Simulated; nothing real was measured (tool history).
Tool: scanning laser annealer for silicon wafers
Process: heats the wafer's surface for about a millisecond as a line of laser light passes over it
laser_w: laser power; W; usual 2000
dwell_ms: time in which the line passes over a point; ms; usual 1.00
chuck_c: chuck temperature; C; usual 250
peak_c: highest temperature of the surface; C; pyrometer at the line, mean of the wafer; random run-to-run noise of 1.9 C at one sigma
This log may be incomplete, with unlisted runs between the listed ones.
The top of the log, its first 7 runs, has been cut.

run 8 hour=122.5 | laser_w=2000 dwell_ms=0.73 chuck_c=250 | peak_c=927
run 9 hour=142.9 | laser_w=2000 dwell_ms=1.00 chuck_c=250 | peak_c=1036
run 10 hour=162.7 | laser_w=2000 dwell_ms=1.00 chuck_c=250 | peak_c=1038
run 11 hour=182.6 | laser_w=2000 dwell_ms=1.00 chuck_c=250 | peak_c=1039
run 12 hour=193.9 | laser_w=2000 dwell_ms=1.00 chuck_c=250 | peak_c=1037
run 13 hour=212.9 | laser_w=2000 dwell_ms=1.00 chuck_c=274 | peak_c=1062
run 14 hour=225.5 | laser_w=2000 dwell_ms=1.00 chuck_c=274 | peak_c=1059
run 15 hour=235.3 | laser_w=2000 dwell_ms=1.00 chuck_c=250 | peak_c=1032
run 16 hour=247.6 | laser_w=1781 dwell_ms=1.00 chuck_c=250 | peak_c=946
-- hour=255.9 window over the wafer cleaned
run 17 hour=264.8 | laser_w=2000 dwell_ms=1.00 chuck_c=250 | peak_c=1023
run 18 hour=285.3 | laser_w=2000 dwell_ms=0.74 chuck_c=250 | peak_c=916
run 19 hour=302.6 | laser_w=2000 dwell_ms=0.74 chuck_c=250 | peak_c=908
run 20 hour=320.8 | laser_w=2000 dwell_ms=0.74 chuck_c=250 | peak_c=913
run 21 hour=343.2 | laser_w=2137 dwell_ms=1.24 chuck_c=250 | peak_c=1165
-- hour=348.7 window over the wafer cleaned, once more
run 22 hour=365.9 | laser_w=1730 dwell_ms=1.00 chuck_c=267 | peak_c=977
run 23 hour=381.0 | laser_w=1730 dwell_ms=1.00 chuck_c=267 | peak_c=981
run 24 hour=390.7 | laser_w=1986 dwell_ms=1.24 chuck_c=250 | peak_c=1162
run 25 hour=411.9 | laser_w=2000 dwell_ms=0.93 chuck_c=221 | peak_c=1014
run 26 hour=424.6 | laser_w=2000 dwell_ms=0.93 chuck_c=221 | peak_c=1020
run 27 hour=447.2 | laser_w=1880 dwell_ms=0.93 chuck_c=283 | peak_c=1030
run 28 hour=464.4 | laser_w=2059 dwell_ms=1.00 chuck_c=257 | peak_c=1103
run 29 hour=485.3 | laser_w=1765 dwell_ms=1.00 chuck_c=260 | peak_c=984
run 30 hour=494.9 | laser_w=2000 dwell_ms=0.93 chuck_c=250 | peak_c=1044

Run 31 has not been measured yet. What should we expect?
run 31 hour=510.5 | laser_w=2083 dwell_ms=1.00 chuck_c=228 | peak_c=?

Run 31 measured peak_c 1084 C.
With no hidden state in the tool, this same run would have given peak_c 1105 C.

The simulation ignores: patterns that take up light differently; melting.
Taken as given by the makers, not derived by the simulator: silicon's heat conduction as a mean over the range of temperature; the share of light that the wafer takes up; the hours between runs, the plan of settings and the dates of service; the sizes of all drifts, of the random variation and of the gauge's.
